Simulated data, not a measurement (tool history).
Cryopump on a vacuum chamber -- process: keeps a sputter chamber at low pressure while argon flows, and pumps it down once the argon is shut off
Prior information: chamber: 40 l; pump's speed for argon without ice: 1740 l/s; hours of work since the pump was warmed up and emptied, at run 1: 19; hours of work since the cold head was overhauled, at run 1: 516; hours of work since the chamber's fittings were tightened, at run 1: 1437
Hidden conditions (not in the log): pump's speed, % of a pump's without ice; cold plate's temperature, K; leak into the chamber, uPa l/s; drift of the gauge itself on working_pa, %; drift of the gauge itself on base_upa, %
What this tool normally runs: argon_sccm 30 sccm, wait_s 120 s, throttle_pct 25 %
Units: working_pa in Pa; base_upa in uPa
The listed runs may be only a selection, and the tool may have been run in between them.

run	hour	argon_sccm	wait_s	throttle_pct	hours of work since the pump was warmed up and emptied	hours of work since the cold head was overhauled	hours of work since the chamber's fittings were tightened	working_pa	base_upa
1	0.0	30	120	25	19	516	1437	0.1176	1.07
2	14.1	30	120	25	27	524	1445	0.1180	1.06
3	37.8	47	120	25	41	538	1458	0.1838	1.09
4	55.4	47	120	42	51	548	1468	0.1097	1.07
5	73.9	30	120	25	62	558	1479	0.1178	1.09
6	87.0	30	120	26	69	566	1487	0.1131	1.08
7	97.4	30	120	26	75	572	1493	0.1132	1.07
8	114.2	30	120	26	85	582	1502	0.1139	1.16
9	128.1	19	120	30	93	589	1510	0.0629	1.08
10	139.6	19	120	30	99	596	1517	0.0633	1.13
11	163.5	19	120	30	113	610	1530	0.0627	1.15
12	187.4	15	141	37	127	623	1544	0.0409	1.06
13	205.2	30	120	53	137	634	1554	0.0580	1.16
14	220.8	30	161	28	146	643	1563	0.1066	1.11
15	233.2	50	120	25	153	650	1570	0.1998	1.19

3 options for the next run, each taken on its own from the tool as it stands now. Forecast them:
A	249.6	30	254	25	162	659	1580	?	?
B	249.6	48	76	25	162	659	1580	?	?
C	249.6	30	120	16	162	659	1580	?	?

run	working_pa	base_upa
A	0.1206	1.06
B	0.1914	1.38
C	0.1849	1.17
The same runs, with their run-to-run variation unchanged, on a tool lacking any hidden condition would have given:
run	working_pa	base_upa
A	0.1169	0.33
B	0.1854	0.67
C	0.1812	0.44

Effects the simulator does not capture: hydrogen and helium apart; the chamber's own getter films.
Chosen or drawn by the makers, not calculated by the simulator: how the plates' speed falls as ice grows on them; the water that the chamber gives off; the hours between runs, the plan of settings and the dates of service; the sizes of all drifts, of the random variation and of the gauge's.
